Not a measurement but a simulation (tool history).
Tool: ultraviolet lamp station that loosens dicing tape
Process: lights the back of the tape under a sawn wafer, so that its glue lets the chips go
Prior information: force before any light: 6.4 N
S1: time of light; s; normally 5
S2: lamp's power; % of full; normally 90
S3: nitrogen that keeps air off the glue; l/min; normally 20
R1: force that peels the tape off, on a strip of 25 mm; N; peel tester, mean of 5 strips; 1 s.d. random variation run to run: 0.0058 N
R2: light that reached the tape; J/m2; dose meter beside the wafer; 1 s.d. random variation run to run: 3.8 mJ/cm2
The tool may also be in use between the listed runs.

Run 1, day 0.000: usual settings. Result: R1 0.185 N, R2 5910 J/m2.
Run 2, day 1.292: usual settings. Result: R1 0.183 N, R2 5870 J/m2.
Run 3, day 2.471: usual settings. Result: R1 0.188 N, R2 5790 J/m2.
Run 4, day 3.167: usual settings. Result: R1 0.203 N, R2 5750 J/m2.
Run 5, day 4.079: usual settings. Result: R1 0.199 N, R2 5720 J/m2.
At day 5.421: window cleaned of glue's vapour.
Run 6, day 5.604: usual settings. Result: R1 0.235 N, R2 5230 J/m2.
Run 7, day 6.725: usual settings. Result: R1 0.240 N, R2 5200 J/m2.
Run 8, day 7.712: usual settings. Result: R1 0.253 N, R2 5150 J/m2.
Run 9, day 8.729: usual settings but S3 22 l/min. Result: R1 0.244 N, R2 5070 J/m2.
Run 10, day 10.304: usual settings but S3 22 l/min. Result: R1 0.245 N, R2 4990 J/m2.
Run 11, day 11.975: usual settings but S3 22 l/min. Result: R1 0.245 N, R2 4870 J/m2.
Run 12, day 12.779: usual settings but S3 22 l/min. Result: R1 0.261 N, R2 4820 J/m2.
Run 13, day 14.188: usual settings but S3 22 l/min. Result: R1 0.265 N, R2 4790 J/m2.
At day 15.158: window cleaned of glue's vapour, once more.
Run 14, day 15.871: usual settings but S3 22 l/min. Result: R1 0.166 N, R2 5800 J/m2.
Run 15, day 16.929: usual settings but S3 22 l/min. Result: R1 0.171 N, R2 5680 J/m2.
Run 16, day 18.562: usual settings but S1 3 s, S2 69 % of full, S3 22 l/min. Result: R1 0.974 N, R2 2580 J/m2.
Run 17, day 19.242: usual settings but S3 22 l/min. Result: R1 0.188 N, R2 5620 J/m2.
Run 18, day 20.379: usual settings but S1 3 s, S2 62 % of full, S3 6 l/min. Result: R1 2.167 N, R2 2270 J/m2.
Run 19, day 21.338: usual settings but S1 9 s, S2 69 % of full, S3 18 l/min. Result: R1 0.122 N, R2 7590 J/m2.
Run 20, day 22.346: usual settings but S1 9 s, S2 69 % of full, S3 18 l/min. Result: R1 0.113 N, R2 7500 J/m2.
Run 21, day 23.888: usual settings but S1 3 s, S2 80 % of full, S3 31 l/min. Result: R1 0.701 N, R2 2820 J/m2.
Run 22, day 25.275: usual settings but S1 3 s, S2 93 % of full, S3 25 l/min. Result: R1 0.576 N, R2 3280 J/m2.
Run 23, day 26.896: usual settings but S1 8 s, S2 87 % of full, S3 13 l/min. Result: R1 0.134 N, R2 8070 J/m2.
Run 24, day 27.654: usual settings but S1 3 s. Result: R1 0.758 N, R2 3120 J/m2.
Run 25, day 28.371: usual settings but S1 7 s, S2 75 % of full, S3 7 l/min. Result: R1 0.402 N, R2 6010 J/m2.
Run 26, day 29.588: usual settings but S1 7 s, S2 75 % of full, S3 7 l/min. Result: R1 0.425 N, R2 5890 J/m2.
Run 27, day 30.412: usual settings but S1 4 s, S2 70 % of full, S3 7 l/min. Result: R1 1.354 N, R2 3120 J/m2.
Run 28, day 31.504: usual settings but S1 4 s, S2 70 % of full, S3 7 l/min. Result: R1 1.382 N, R2 3130 J/m2.
Run 29, day 32.746: usual settings but S1 4 s, S2 70 % of full, S3 7 l/min. Result: R1 1.452 N, R2 3020 J/m2.

What if the next run were any one of these 5? Each begins from the tool's condition after run 29:
Run A, day 34.238: usual settings but S1 4 s, S3 38 l/min. Result: R1 ?, R2 ?.
Run B, day 34.238: usual settings but S1 8 s, S3 9 l/min. Result: R1 ?, R2 ?.
Run C, day 34.238: usual settings but S1 4 s, S2 70 % of full, S3 7 l/min. Result: R1 ?, R2 ?.
Run D, day 34.238: usual settings but S2 75 % of full, S3 16 l/min. Result: R1 ?, R2 ?.
Run E, day 34.238: usual settings but S3 15 l/min. Result: R1 ?, R2 ?.

run     R1    R2
  A  0.324  3820
  B  0.180  7720
  C  1.502  3020
  D  0.490  4010
  E  0.329  4800
Had the tool no hidden state, the same runs would have come out as:
run     R1     R2
  A  0.161   5220
  B  0.109  10530
  C  0.903   4120
  D  0.230   5490
  E  0.154   6570

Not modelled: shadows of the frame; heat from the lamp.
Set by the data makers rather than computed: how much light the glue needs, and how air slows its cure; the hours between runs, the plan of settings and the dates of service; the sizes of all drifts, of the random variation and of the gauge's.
